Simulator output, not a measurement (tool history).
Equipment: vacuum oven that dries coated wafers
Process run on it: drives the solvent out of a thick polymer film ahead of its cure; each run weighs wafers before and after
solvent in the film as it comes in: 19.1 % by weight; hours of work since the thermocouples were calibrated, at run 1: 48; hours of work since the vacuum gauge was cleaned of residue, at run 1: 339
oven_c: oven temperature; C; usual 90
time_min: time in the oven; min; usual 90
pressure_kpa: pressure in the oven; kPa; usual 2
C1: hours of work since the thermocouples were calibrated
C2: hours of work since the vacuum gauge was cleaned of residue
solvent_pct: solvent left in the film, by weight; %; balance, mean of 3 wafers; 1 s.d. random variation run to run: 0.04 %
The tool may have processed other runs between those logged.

Run 1, day 0: usual settings; C1 48; C2 339. Result: solvent_pct 2.76 %.
Run 2, day 0.621: usual settings; C1 59; C2 350. Result: solvent_pct 2.7 %.
Run 3, day 1.05: usual settings; C1 66; C2 357. Result: solvent_pct 2.76 %.
Run 4, day 1.542: usual settings but oven_c 80 C; C1 74; C2 365. Result: solvent_pct 5.78 %.
Run 5, day 2.25: usual settings; C1 87; C2 378. Result: solvent_pct 2.77 %.
Run 6, day 2.746: usual settings; C1 95; C2 386. Result: solvent_pct 2.77 %.
Run 7, day 3.267: usual settings but oven_c 82 C; C1 104; C2 395. Result: solvent_pct 5.06 %.
Run 8, day 3.696: usual settings but oven_c 82 C; C1 111; C2 402. Result: solvent_pct 5.08 %.
Run 9, day 4.129: usual settings; C1 119; C2 410. Result: solvent_pct 2.71 %.
Run 10, day 4.75: usual settings; C1 129; C2 420. Result: solvent_pct 2.77 %.
Run 11, day 5.212: usual settings; C1 137; C2 428. Result: solvent_pct 2.75 %.
Run 12, day 5.542: usual settings; C1 143; C2 434. Result: solvent_pct 2.72 %.
Run 13, day 6.108: usual settings but time_min 67 min; C1 153; C2 444. Result: solvent_pct 3.92 %.
Run 14, day 6.671: usual settings but oven_c 87 C, time_min 84 min, pressure_kpa 1.36 kPa; C1 162; C2 453. Result: solvent_pct 3.38 %.
Run 15, day 7.4: usual settings but oven_c 87 C, time_min 84 min, pressure_kpa 1.36 kPa; C1 175; C2 466. Result: solvent_pct 3.47 %.
Run 16, day 7.996: usual settings but oven_c 87 C, time_min 68 min, pressure_kpa 1.36 kPa; C1 185; C2 476. Result: solvent_pct 4.37 %.
Run 17, day 8.392: usual settings but oven_c 87 C, time_min 68 min, pressure_kpa 1.36 kPa; C1 192; C2 483. Result: solvent_pct 4.3 %.
Run 18, day 8.788: usual settings but oven_c 95 C, time_min 113 min, pressure_kpa 2.75 kPa; C1 198; C2 489. Result: solvent_pct 1.77 %.
Run 19, day 9.496: usual settings but oven_c 95 C, time_min 113 min, pressure_kpa 2.75 kPa; C1 210; C2 501. Result: solvent_pct 1.76 %.
Run 20, day 9.888: usual settings but oven_c 104 C, pressure_kpa 6.11 kPa; C1 217; C2 508. Result: solvent_pct 2.39 %.
Run 21, day 10.408: usual settings but oven_c 104 C, pressure_kpa 6.11 kPa; C1 226; C2 517. Result: solvent_pct 2.4 %.
Run 22, day 10.875: usual settings but time_min 148 min; C1 234; C2 525. Result: solvent_pct 1.61 %.
Run 23, day 11.479: usual settings but oven_c 86 C, time_min 50 min, pressure_kpa 4.06 kPa; C1 244; C2 535. Result: solvent_pct 7.63 %.
Run 24, day 11.983: usual settings but oven_c 98 C, time_min 50 min, pressure_kpa 4.06 kPa; C1 253; C2 544. Result: solvent_pct 3.89 %.
Run 25, day 12.492: usual settings but oven_c 98 C, pressure_kpa 4.72 kPa; C1 262; C2 553. Result: solvent_pct 2.6 %.

Each row is a separate what-if for the run after 25, all from the same tool condition, not one after another. Results?
Run A, day 13.217: usual settings but time_min 56 min, pressure_kpa 3.65 kPa; C1 274; C2 565. Result: solvent_pct ?.
Run B, day 13.217: usual settings but oven_c 77 C, time_min 74 min, pressure_kpa 6.26 kPa; C1 274; C2 565. Result: solvent_pct ?.
Run C, day 13.217: usual settings but oven_c 103 C, time_min 127 min, pressure_kpa 7.68 kPa; C1 274; C2 565. Result: solvent_pct ?.

run  solvent_pct
  A         5.57
  B        10.74
  C         3.03
Take away the tool's hidden state, keep each run's random variation, and the runs would have read:
run  solvent_pct
  A         5.58
  B        10.74
  C         3.03
